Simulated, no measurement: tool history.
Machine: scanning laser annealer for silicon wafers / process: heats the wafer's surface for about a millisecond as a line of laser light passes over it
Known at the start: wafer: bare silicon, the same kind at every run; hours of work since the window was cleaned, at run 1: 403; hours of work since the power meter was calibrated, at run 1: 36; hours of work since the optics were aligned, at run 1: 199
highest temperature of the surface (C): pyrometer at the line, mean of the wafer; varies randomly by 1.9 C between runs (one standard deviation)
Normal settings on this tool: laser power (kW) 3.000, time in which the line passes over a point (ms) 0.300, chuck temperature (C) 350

run,day,laser power (kW),time in which the line passes over a point (ms),chuck temperature (C),hours of work since the window was cleaned,hours of work since the power meter was calibrated,hours of work since the optics were aligned,highest temperature of the surface (C)
1,0.000,3.000,0.300,350,403,36,199,1104
2,0.546,3.000,0.300,350,413,46,209,1104
3,1.288,3.000,0.300,350,426,58,221,1099
4,2.125,3.000,0.300,350,440,73,236,1102
5,2.562,3.000,0.300,350,448,80,243,1100
6,3.154,3.000,0.300,350,458,91,254,1099
# day 3.300: window over the wafer cleaned
7,3.946,3.000,0.300,350,11,103,266,1095
8,4.633,3.000,0.300,350,23,115,278,1092
9,5.117,3.000,0.263,350,31,123,286,1053
10,5.583,3.000,0.263,350,40,131,294,1054
# day 6.179: window over the wafer cleaned, once more
11,6.425,3.000,0.229,352,4,144,307,1038
12,7.183,3.000,0.229,352,17,158,321,1039
13,8.025,2.770,0.315,350,32,172,335,1075
14,8.846,3.209,0.233,342,46,186,349,1079
15,9.471,3.000,0.266,358,57,197,360,1088
16,10.192,3.000,0.266,358,69,210,373,1085

Below are 4 alternative next runs, each starting from the tool's condition after run 16. Predict each:
A,10.992,2.643,0.364,354,83,223,387,?
B,10.992,3.000,0.314,315,83,223,387,?
C,10.992,2.986,0.227,358,83,223,387,?
D,10.992,3.000,0.266,373,83,223,387,?

run,highest temperature of the surface (C)
A,1085
B,1095
C,1036
D,1102
Without the tool's unlogged condition, the same runs would have read:
run,highest temperature of the surface (C)
A,1097
B,1107
C,1047
D,1114
